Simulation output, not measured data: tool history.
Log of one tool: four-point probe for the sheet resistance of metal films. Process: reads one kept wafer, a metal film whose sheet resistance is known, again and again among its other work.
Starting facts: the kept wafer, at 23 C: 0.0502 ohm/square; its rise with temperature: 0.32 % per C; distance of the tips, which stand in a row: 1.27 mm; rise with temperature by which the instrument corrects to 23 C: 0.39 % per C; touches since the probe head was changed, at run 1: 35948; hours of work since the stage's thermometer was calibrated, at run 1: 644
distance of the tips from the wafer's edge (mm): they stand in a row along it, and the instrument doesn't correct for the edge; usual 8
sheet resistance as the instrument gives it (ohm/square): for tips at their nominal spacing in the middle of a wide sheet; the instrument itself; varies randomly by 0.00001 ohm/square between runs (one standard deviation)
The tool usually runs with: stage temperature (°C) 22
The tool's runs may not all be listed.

run,hour,stage temperature (°C),distance of the tips from the wafer's edge (mm),touches since the probe head was changed,hours of work since the stage's thermometer was calibrated,sheet resistance as the instrument gives it (ohm/square)
1,0,22,8,35948,644,0.050899
2,28.2,29,8,37327,661,0.050656
3,60.4,29,8,38902,681,0.050673
4,90.1,35,8,40360,700,0.05046
5,132.1,22,5,42411,726,0.051914
6,159.9,22,5,43772,743,0.051931
7,179.3,22,5,44723,755,0.051933
8,225.1,33,5,46965,783,0.051543
9,266.1,33,5,48972,809,0.051543
10,286.2,33,5,49953,821,0.051552
11,311.8,33,5,51205,837,0.051538
12,351.3,33,5,53140,861,0.051537
13,394.8,33,5,55268,888,0.051519
14,433,33,5,57135,912,0.051534
15,470.5,26,5,58972,935,0.051761
16,508.7,26,5,60842,959,0.051773
17,544.3,26,5,62585,981,0.051764
18,574.4,26,5,64057,999,0.051769
19,609.2,26,5,65762,1021,0.051777
20,629.4,22,8,66749,1033,0.050916
21,673.6,22,8,68912,1061,0.050899
22,711.9,31,15,70784,1084,0.050109

Run 23 has not been measured yet. What should we expect?
23,752.3,21,7,72761,1109,?

{"run 23": {"sheet resistance as the instrument gives it (ohm/square)": 0.05116}}
With the hidden condition absent and the run-to-run variation left alone, this run would have shown sheet resistance as the instrument gives it (ohm/square) 0.05116.
